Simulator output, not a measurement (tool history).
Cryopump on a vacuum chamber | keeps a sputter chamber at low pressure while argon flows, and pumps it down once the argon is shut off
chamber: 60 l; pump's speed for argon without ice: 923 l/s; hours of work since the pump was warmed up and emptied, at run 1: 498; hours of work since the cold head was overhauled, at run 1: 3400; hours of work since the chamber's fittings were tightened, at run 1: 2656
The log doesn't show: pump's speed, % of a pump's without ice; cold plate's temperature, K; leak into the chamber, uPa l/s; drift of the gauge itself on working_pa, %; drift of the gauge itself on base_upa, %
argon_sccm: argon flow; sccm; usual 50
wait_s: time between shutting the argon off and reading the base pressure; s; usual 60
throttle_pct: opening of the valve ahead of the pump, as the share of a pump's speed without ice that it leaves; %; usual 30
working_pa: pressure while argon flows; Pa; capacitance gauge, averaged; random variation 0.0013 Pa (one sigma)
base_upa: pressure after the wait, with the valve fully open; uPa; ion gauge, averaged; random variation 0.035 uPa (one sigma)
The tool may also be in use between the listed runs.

run    hour  argon_sccm  wait_s  throttle_pct  hours of work since the pump was warmed up and emptied  hours of work since the cold head was overhauled  hours of work since the chamber's fittings were tightened  working_pa  base_upa
  1       0          50      60            30                                                     498                                              3400                                                       2656      0.3285       3.7
  2    73.1          50      60            30                                                     559                                              3461                                                       2717      0.3313      3.76
  3   158.3          50      60            30                                                     630                                              3532                                                       2788      0.3372      3.87
  4   208.2          50      60            30                                                     672                                              3573                                                       2830       0.336      3.92
      255.1  -- pump warmed up, emptied and cooled again
  5     282          50      60            30                                                      22                                              3631                                                       2887      0.3093      3.46
  6   357.5          49      60            30                                                      85                                              3694                                                       2950      0.3076      3.49
  7   409.2          49      60            30                                                     129                                              3737                                                       2994      0.3089      3.65
  8   510.3          49      60            30                                                     213                                              3822                                                       3078      0.3109      3.67
  9   568.1          50      60            30                                                     261                                              3870                                                       3126      0.3197      3.74
 10     627          50      60            23                                                     310                                              3919                                                       3175      0.4136      3.87
 11     704          50      60            23                                                     375                                              3983                                                       3240      0.4189      3.97
 12   764.4          50      60            23                                                     425                                              4034                                                       3290      0.4187         4
 13   829.1          50      60            23                                                     479                                              4088                                                       3344      0.4208      4.18
 14   874.2          26      60            30                                                     517                                              4125                                                       3382      0.1716      4.21
 15   927.9          26      60            30                                                     562                                              4170                                                       3426      0.1734      4.26
 16   977.5          26      50            30                                                     603                                              4211                                                       3468      0.1743      4.68
 17  1044.6          30      60            30                                                     659                                              4267                                                       3524      0.2022      4.51
       1106  -- pump warmed up, emptied and cooled again
 18  1137.1          59      60            30                                                      26                                              4340                                                       3597      0.3654       3.9
     1153.9  -- leaking fittings of the chamber tightened, without venting
 19  1200.2          24     209            30                                                      77                                              4391                                                         39      0.1488      0.82
 20  1251.8          55     134            38                                                     120                                              4435                                                         82      0.2743      1.12
 21  1334.1          55     299            49                                                     189                                              4503                                                        150      0.2197      0.78
 22  1419.9          65     294            26                                                     260                                              4575                                                        222      0.4777      0.88
 23  1466.5          50      62            30                                                     299                                              4614                                                        261      0.3218      2.15
 24  1528.3          50      60            39                                                     351                                              4665                                                        313      0.2555      2.21
 25  1579.5          96      60            51                                                     394                                              4708                                                        355      0.3856      2.27
 26  1681.9          96      60            51                                                     479                                              4794                                                        441      0.3932      2.26
 27  1777.7          77      80            51                                                     559                                              4874                                                        521      0.3199      2.06
 28    1879          96      37            25                                                     644                                              4958                                                        605      0.7685      3.61
     1959.4  -- pump warmed up, emptied and cooled again
 29    1972          57      36            25                                                      10                                              5032                                                        679      0.4238      3.46
 30  2020.2          57      36            25                                                      51                                              5072                                                        719      0.4286      3.45

Forecast run 31:
 31  2104.1          74      94            30                                                     121                                              5142                                                        789           ?         ?

Run 31 gave working_pa 0.4664 Pa, base_upa 1.86 uPa.
Without the tool's hidden state the same run would have given working_pa 0.4514 Pa, base_upa 1.35 uPa.
